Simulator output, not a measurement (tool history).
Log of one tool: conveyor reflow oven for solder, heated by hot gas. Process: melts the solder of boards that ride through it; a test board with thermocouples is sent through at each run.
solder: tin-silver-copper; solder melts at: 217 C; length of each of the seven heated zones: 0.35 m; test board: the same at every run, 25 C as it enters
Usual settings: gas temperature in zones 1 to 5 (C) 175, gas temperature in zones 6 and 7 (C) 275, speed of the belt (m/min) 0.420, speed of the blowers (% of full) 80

run,hour,gas temperature in zones 1 to 5 (C),gas temperature in zones 6 and 7 (C),speed of the belt (m/min),speed of the blowers (% of full),highest temperature of the board (C),time above the solder's melting point (s)
1,0.0,175,275,0.420,80,266.2,87.8
2,72.8,175,275,0.420,80,266.2,87.8
3,126.5,175,275,0.420,80,265.8,87.6
4,198.5,175,275,0.420,80,265.0,87.0
5,237.6,175,275,0.420,53,260.5,82.7
6,310.8,167,275,0.420,53,258.1,77.9
# hour 326.6: flux residue cleaned out of gas plates and filters
7,355.7,167,275,0.420,53,260.2,80.3
8,437.5,175,275,0.420,88,267.0,89.1
9,498.1,175,275,0.420,88,266.3,88.7
10,578.4,175,275,0.420,77,264.6,87.2
11,629.3,175,275,0.489,80,260.5,71.8
12,685.7,175,275,0.489,80,260.1,71.4
13,755.8,175,275,0.489,80,259.4,70.8
# hour 776.4: flux residue cleaned out of gas plates and filters
14,823.8,175,275,0.420,55,260.8,84.5
15,877.8,175,275,0.400,55,261.9,90.0
16,943.0,188,269,0.420,80,260.3,91.4
17,996.3,168,266,0.453,52,247.9,63.3
18,1057.4,168,286,0.453,64,268.2,80.1
19,1114.8,178,275,0.420,56,259.3,85.0
20,1157.4,175,270,0.365,84,261.5,99.9
# hour 1196.0: thermocouples of zones 6 and 7 changed
# hour 1212.3: belt drive overhauled, speed set with a stopwatch
# hour 1234.7: flux residue cleaned out of gas plates and filters
21,1243.7,175,270,0.365,60,262.6,99.2
22,1315.6,175,270,0.365,60,262.0,99.0
23,1363.4,175,270,0.365,60,261.9,99.0
24,1411.0,175,267,0.407,56,255.8,82.7
25,1485.4,170,275,0.495,80,260.5,68.9
26,1522.0,163,264,0.460,63,248.5,61.2
27,1585.2,163,264,0.460,63,247.6,60.5
28,1643.6,175,288,0.420,80,276.6,93.4
# hour 1685.5: flux residue cleaned out of gas plates and filters
29,1717.5,175,288,0.420,80,278.9,94.7

Forecast each of these 5 alternatives for the next run:
A,1796.7,175,275,0.401,80,?,?
B,1796.7,175,275,0.412,60,?,?
C,1796.7,175,278,0.420,80,?,?
D,1796.7,175,275,0.409,80,?,?
E,1796.7,182,288,0.430,50,?,?

run,highest temperature of the board (C),time above the solder's melting point (s)
A,266.8,93.4
B,263.0,87.8
C,268.9,89.8
D,266.6,91.3
E,272.3,92.5
Without the tool's hidden state the same runs would have given:
run,highest temperature of the board (C),time above the solder's melting point (s)
A,268.0,93.4
B,264.0,87.9
C,270.1,89.8
D,267.8,91.4
E,273.3,92.3
